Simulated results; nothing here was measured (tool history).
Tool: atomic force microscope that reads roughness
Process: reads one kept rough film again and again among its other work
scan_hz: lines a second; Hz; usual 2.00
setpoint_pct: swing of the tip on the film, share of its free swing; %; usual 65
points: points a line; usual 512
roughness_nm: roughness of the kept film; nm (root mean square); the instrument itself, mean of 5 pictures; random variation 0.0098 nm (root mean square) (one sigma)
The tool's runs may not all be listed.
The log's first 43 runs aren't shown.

run      day  scan_hz  setpoint_pct  points  roughness_nm
 44   95.871     3.31            65     491         2.170
      96.092  -- new tip fitted
 45   97.446     0.87            65     512         2.284
 46  100.096     0.87            65     632         2.293
 47  102.492     0.87            65     632         2.311
 48  105.204     0.92            89     632         2.189
 49  107.225     2.00            65     659         2.232
     107.629  -- new tip fitted
 50  109.779     3.34            69     676         2.159
 51  112.762     3.62            69     840         2.135
 52  114.454     0.89            69     840         2.274

4 ways to go on from here, each from the tool as it stands after run 52. What would each give?
  A  116.642     1.60            65     493             ?
  B  116.642     0.52            65     512             ?
  C  116.642     1.15            61     290             ?
  D  116.642     2.28            65     548             ?

run  roughness_nm
  A         2.244
  B         2.291
  C         2.238
  D         2.232
Without the tool's hidden state the same runs would have given:
run  roughness_nm
  A         2.251
  B         2.298
  C         2.245
  D         2.239
